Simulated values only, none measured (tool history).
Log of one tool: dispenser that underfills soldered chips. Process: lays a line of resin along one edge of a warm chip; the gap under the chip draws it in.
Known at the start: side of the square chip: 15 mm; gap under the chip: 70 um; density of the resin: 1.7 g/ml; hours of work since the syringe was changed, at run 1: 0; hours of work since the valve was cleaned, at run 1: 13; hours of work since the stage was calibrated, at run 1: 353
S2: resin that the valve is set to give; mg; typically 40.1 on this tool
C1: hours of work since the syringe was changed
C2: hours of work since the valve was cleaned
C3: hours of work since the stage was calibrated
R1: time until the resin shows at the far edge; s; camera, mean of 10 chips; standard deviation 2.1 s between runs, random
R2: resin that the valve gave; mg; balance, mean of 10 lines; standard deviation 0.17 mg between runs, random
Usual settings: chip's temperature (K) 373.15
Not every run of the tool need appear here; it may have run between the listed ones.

{"run": 1, "hour": 0.0, "chip's temperature (K)": 373.15, "S2": 40.1, "C1": 0, "C2": 13, "C3": 353, "R1": 195.2, "R2": 39.63}
{"hour": 12.7, "done": "new syringe of resin"}
{"run": 2, "hour": 12.8, "chip's temperature (K)": 373.15, "S2": 40.1, "C1": 0, "C2": 22, "C3": 361, "R1": 186.4, "R2": 39.23}
{"run": 3, "hour": 21.1, "chip's temperature (K)": 373.15, "S2": 40.1, "C1": 6, "C2": 28, "C3": 367, "R1": 262.2, "R2": 38.87}
{"hour": 26.3, "done": "new syringe of resin"}
{"run": 4, "hour": 34.0, "chip's temperature (K)": 373.15, "S2": 40.1, "C1": 5, "C2": 37, "C3": 376, "R1": 257.8, "R2": 38.66}
{"hour": 39.7, "done": "new syringe of resin"}
{"run": 5, "hour": 41.8, "chip's temperature (K)": 373.15, "S2": 40.1, "C1": 2, "C2": 42, "C3": 381, "R1": 205, "R2": 38.35}
{"hour": 52.6, "done": "new syringe of resin"}
{"run": 6, "hour": 52.6, "chip's temperature (K)": 373.15, "S2": 40.1, "C1": 0, "C2": 49, "C3": 389, "R1": 188.5, "R2": 37.89}
{"hour": 57.6, "done": "stage's temperature calibrated"}
{"hour": 66.9, "done": "new syringe of resin"}
{"run": 7, "hour": 66.9, "chip's temperature (K)": 373.15, "S2": 40.1, "C1": 0, "C2": 58, "C3": 6, "R1": 213.3, "R2": 37.58}
{"run": 8, "hour": 76.0, "chip's temperature (K)": 373.15, "S2": 40.1, "C1": 6, "C2": 65, "C3": 13, "R1": 304.9, "R2": 37.47}
{"hour": 79.8, "done": "new syringe of resin"}
{"run": 9, "hour": 81.8, "chip's temperature (K)": 373.15, "S2": 40.1, "C1": 1, "C2": 69, "C3": 17, "R1": 218.8, "R2": 37.53}
{"run": 10, "hour": 92.1, "chip's temperature (K)": 373.15, "S2": 36.2, "C1": 9, "C2": 76, "C3": 24, "R1": 340.2, "R2": 33.31}
{"hour": 93.4, "done": "new syringe of resin"}
{"run": 11, "hour": 103.8, "chip's temperature (K)": 373.15, "S2": 40.1, "C1": 7, "C2": 84, "C3": 32, "R1": 309.5, "R2": 36.82}
{"hour": 106.9, "done": "new syringe of resin"}
{"run": 12, "hour": 110.3, "chip's temperature (K)": 373.15, "S2": 40.1, "C1": 2, "C2": 88, "C3": 36, "R1": 232.3, "R2": 36.41}
{"hour": 119.7, "done": "new syringe of resin"}
{"run": 13, "hour": 119.7, "chip's temperature (K)": 373.15, "S2": 40.1, "C1": 0, "C2": 95, "C3": 43, "R1": 209.3, "R2": 36.31}
{"run": 14, "hour": 130.5, "chip's temperature (K)": 373.15, "S2": 40.1, "C1": 8, "C2": 102, "C3": 50, "R1": 322.3, "R2": 35.83}
{"hour": 132.5, "done": "new syringe of resin"}
{"run": 15, "hour": 140.5, "chip's temperature (K)": 373.15, "S2": 40.1, "C1": 6, "C2": 109, "C3": 57, "R1": 285.9, "R2": 35.78}
{"hour": 146.2, "done": "new syringe of resin"}
{"run": 16, "hour": 151.2, "chip's temperature (K)": 373.15, "S2": 40.1, "C1": 3, "C2": 116, "C3": 64, "R1": 255.9, "R2": 35.61}
{"hour": 158.9, "done": "new syringe of resin"}
{"hour": 159.9, "done": "dispensing valve cleaned and set on the balance"}
{"run": 17, "hour": 164.8, "chip's temperature (K)": 373.15, "S2": 40.1, "C1": 3, "C2": 3, "C3": 73, "R1": 249.3, "R2": 40.12}
{"hour": 173.0, "done": "new syringe of resin"}
{"run": 18, "hour": 174.6, "chip's temperature (K)": 373.15, "S2": 40.1, "C1": 1, "C2": 10, "C3": 79, "R1": 214.7, "R2": 39.86}
{"run": 19, "hour": 183.0, "chip's temperature (K)": 373.15, "S2": 42.8, "C1": 7, "C2": 16, "C3": 85, "R1": 293.9, "R2": 42.28}
{"hour": 186.8, "done": "new syringe of resin"}
{"run": 20, "hour": 191.8, "chip's temperature (K)": 370.15, "S2": 45.8, "C1": 3, "C2": 22, "C3": 91, "R1": 263, "R2": 45.01}
{"hour": 200.3, "done": "new syringe of resin"}
{"run": 21, "hour": 200.5, "chip's temperature (K)": 365.15, "S2": 38.1, "C1": 0, "C2": 28, "C3": 97, "R1": 246.1, "R2": 37.38}
{"hour": 213.5, "done": "new syringe of resin"}
{"run": 22, "hour": 213.5, "chip's temperature (K)": 365.15, "S2": 38.1, "C1": 0, "C2": 37, "C3": 106, "R1": 259.5, "R2": 36.75}
{"run": 23, "hour": 221.6, "chip's temperature (K)": 376.15, "S2": 49.1, "C1": 6, "C2": 42, "C3": 112, "R1": 261, "R2": 47.24}
{"hour": 226.5, "done": "new syringe of resin"}
{"run": 24, "hour": 232.8, "chip's temperature (K)": 366.15, "S2": 35, "C1": 4, "C2": 50, "C3": 119, "R1": 323.7, "R2": 33.41}
{"hour": 239.7, "done": "new syringe of resin"}
{"run": 25, "hour": 243.3, "chip's temperature (K)": 366.15, "S2": 35, "C1": 3, "C2": 57, "C3": 127, "R1": 285.6, "R2": 33.24}
{"hour": 253.2, "done": "new syringe of resin"}
{"run": 26, "hour": 253.6, "chip's temperature (K)": 376.15, "S2": 39.5, "C1": 0, "C2": 64, "C3": 134, "R1": 186.7, "R2": 37.07}
{"run": 27, "hour": 265.0, "chip's temperature (K)": 374.15, "S2": 40.8, "C1": 8, "C2": 72, "C3": 142, "R1": 311.9, "R2": 37.86}
{"hour": 266.4, "done": "new syringe of resin"}
{"run": 28, "hour": 270.9, "chip's temperature (K)": 373.15, "S2": 36.6, "C1": 3, "C2": 76, "C3": 146, "R1": 247.2, "R2": 34.09}
{"hour": 279.4, "done": "new syringe of resin"}
{"run": 29, "hour": 279.6, "chip's temperature (K)": 373.15, "S2": 36.6, "C1": 0, "C2": 82, "C3": 151, "R1": 208.8, "R2": 33.5}
{"run": 30, "hour": 291.4, "chip's temperature (K)": 373.15, "S2": 36.6, "C1": 8, "C2": 90, "C3": 160, "R1": 330.6, "R2": 33.53}
{"hour": 292.9, "done": "new syringe of resin"}
{"run": 31, "hour": 299.9, "chip's temperature (K)": 373.15, "S2": 37.6, "C1": 5, "C2": 96, "C3": 165, "R1": 265.4, "R2": 34.33}
{"hour": 306.5, "done": "new syringe of resin"}
{"run": 32, "hour": 312.2, "chip's temperature (K)": 373.15, "S2": 37.6, "C1": 4, "C2": 104, "C3": 174, "R1": 254.4, "R2": 33.76}
{"hour": 319.5, "done": "new syringe of resin"}
{"run": 33, "hour": 325.6, "chip's temperature (K)": 373.15, "S2": 51.7, "C1": 4, "C2": 114, "C3": 183, "R1": 245.4, "R2": 46.3}
{"hour": 333.0, "done": "new syringe of resin"}
{"hour": 338.2, "done": "dispensing valve cleaned and set on the balance"}
{"run": 34, "hour": 340.0, "chip's temperature (K)": 381.15, "S2": 51.7, "C1": 4, "C2": 1, "C3": 192, "R1": 195.8, "R2": 51.99}

Below are 4 alternative next runs, each starting from the tool's condition after run 34. Predict each:
{"hour": 346.8, "done": "new syringe of resin"}
{"run": "A", "hour": 346.8, "chip's temperature (K)": 381.15, "S2": 42.2, "C1": 0, "C2": 6, "C3": 197, "R1": "?", "R2": "?"}
{"hour": 346.8, "done": "new syringe of resin"}
{"run": "B", "hour": 346.8, "chip's temperature (K)": 374.15, "S2": 51.7, "C1": 0, "C2": 6, "C3": 197, "R1": "?", "R2": "?"}
{"hour": 346.8, "done": "new syringe of resin"}
{"run": "C", "hour": 346.8, "chip's temperature (K)": 378.15, "S2": 39.5, "C1": 0, "C2": 6, "C3": 197, "R1": "?", "R2": "?"}
{"hour": 346.8, "done": "new syringe of resin"}
{"run": "D", "hour": 346.8, "chip's temperature (K)": 385.15, "S2": 40.2, "C1": 0, "C2": 6, "C3": 197, "R1": "?", "R2": "?"}

run=A R1=157.3 R2=41.96
run=B R1=185.2 R2=51.51
run=C R1=168.3 R2=39.25
run=D R1=141.7 R2=40.05
What these runs would have given with no unlogged condition in the tool:
run=A R1=165.9 R2=42.05
run=B R1=195.6 R2=51.62
run=C R1=177.6 R2=39.34
run=D R1=149.3 R2=40.14
